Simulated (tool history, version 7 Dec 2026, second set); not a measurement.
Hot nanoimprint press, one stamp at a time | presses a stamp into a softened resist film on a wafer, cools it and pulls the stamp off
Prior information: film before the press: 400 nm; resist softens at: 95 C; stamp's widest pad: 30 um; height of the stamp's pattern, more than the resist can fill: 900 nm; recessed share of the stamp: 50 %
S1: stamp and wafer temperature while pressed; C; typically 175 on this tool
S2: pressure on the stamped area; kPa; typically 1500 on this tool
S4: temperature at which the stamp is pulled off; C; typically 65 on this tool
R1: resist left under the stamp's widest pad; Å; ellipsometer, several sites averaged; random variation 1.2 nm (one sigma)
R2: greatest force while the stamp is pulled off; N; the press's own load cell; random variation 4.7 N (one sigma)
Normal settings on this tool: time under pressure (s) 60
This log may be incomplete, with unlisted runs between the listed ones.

Run 1, hour 0.0: usual settings. Result: R1 1935 Å, R2 269 N.
Run 2, hour 9.2: usual settings. Result: R1 1947 Å, R2 283 N.
Run 3, hour 16.5: usual settings. Result: R1 1957 Å, R2 275 N.
Run 4, hour 23.9: usual settings. Result: R1 1938 Å, R2 276 N.
Run 5, hour 29.0: usual settings. Result: R1 1938 Å, R2 280 N.
Run 6, hour 35.6: usual settings. Result: R1 1951 Å, R2 288 N.
Run 7, hour 42.9: usual settings. Result: R1 1968 Å, R2 296 N.
Run 8, hour 47.6: usual settings. Result: R1 1964 Å, R2 291 N.
Run 9, hour 51.7: usual settings. Result: R1 1976 Å, R2 298 N.
Run 10, hour 55.9: usual settings. Result: R1 1965 Å, R2 286 N.
Run 11, hour 65.2: usual settings. Result: R1 1966 Å, R2 303 N.
Run 12, hour 69.3: usual settings. Result: R1 1984 Å, R2 286 N.
Run 13, hour 77.3: usual settings. Result: R1 1957 Å, R2 298 N.
Run 14, hour 83.2: usual settings but S2 1910 kPa. Result: R1 1770 Å, R2 315 N.
Run 15, hour 89.7: usual settings. Result: R1 1964 Å, R2 297 N.
Run 16, hour 94.4: usual settings but S2 1160 kPa. Result: R1 2167 Å, R2 310 N.
Run 17, hour 100.4: usual settings but S2 1160 kPa. Result: R1 2162 Å, R2 315 N.
Run 18, hour 104.8: usual settings but S2 1980 kPa, time under pressure (s) 53, S4 58 C. Result: R1 1857 Å, R2 353 N.
Run 19, hour 111.9: usual settings but S2 1980 kPa, time under pressure (s) 53, S4 58 C. Result: R1 1869 Å, R2 342 N.
Run 20, hour 117.3: usual settings but S1 183 C, S2 1980 kPa, time under pressure (s) 84, S4 58 C. Result: R1 1234 Å, R2 372 N.
Run 21, hour 126.9: usual settings but S1 176 C, S2 1980 kPa, time under pressure (s) 84, S4 58 C. Result: R1 1488 Å, R2 357 N.
Run 22, hour 131.8: usual settings but S1 178 C, time under pressure (s) 47. Result: R1 1997 Å, R2 319 N.
Run 23, hour 140.7: usual settings but time under pressure (s) 95. Result: R1 1656 Å, R2 333 N.
Run 24, hour 147.1: usual settings but S2 1980 kPa, time under pressure (s) 50. Result: R1 1901 Å, R2 313 N.
At hour 153.1: plate thermocouple calibrated.
Run 25, hour 154.7: usual settings but time under pressure (s) 35. Result: R1 2268 Å, R2 314 N.
Run 26, hour 163.4: usual settings but S1 168 C, S2 2170 kPa. Result: R1 1956 Å, R2 321 N.
Run 27, hour 170.0: usual settings but S1 176 C, S2 1160 kPa, time under pressure (s) 55. Result: R1 2078 Å, R2 322 N.
Run 28, hour 179.3: usual settings but S1 164 C, S2 1540 kPa, time under pressure (s) 58, S4 64 C. Result: R1 2481 Å, R2 341 N.
Run 29, hour 184.9: usual settings but S2 1390 kPa, time under pressure (s) 61, S4 62 C. Result: R1 1923 Å, R2 342 N.

What if the next run were any one of these 5? Each begins from the tool's condition after run 29:
Run A, hour 191.6: usual settings but S1 178 C, S2 1390 kPa, time under pressure (s) 61, S4 62 C. Result: R1 ?, R2 ?.
Run B, hour 191.6: usual settings but S2 1480 kPa, time under pressure (s) 69, S4 71 C. Result: R1 ?, R2 ?.
Run C, hour 191.6: usual settings but S1 169 C, time under pressure (s) 72. Result: R1 ?, R2 ?.
Run D, hour 191.6: usual settings but S1 174 C, S2 1130 kPa, time under pressure (s) 61, S4 71 C. Result: R1 ?, R2 ?.
Run E, hour 191.6: usual settings but S1 166 C, S2 1390 kPa, time under pressure (s) 61, S4 52 C. Result: R1 ?, R2 ?.

run    R1   R2
  A  1775  357
  B  1784  290
  C  2042  330
  D  2131  292
  E  2418  412
Take away the tool's hidden state, keep each run's random variation, and the runs would have read:
run    R1   R2
  A  1775  249
  B  1783  202
  C  2042  230
  D  2133  204
  E  2420  288
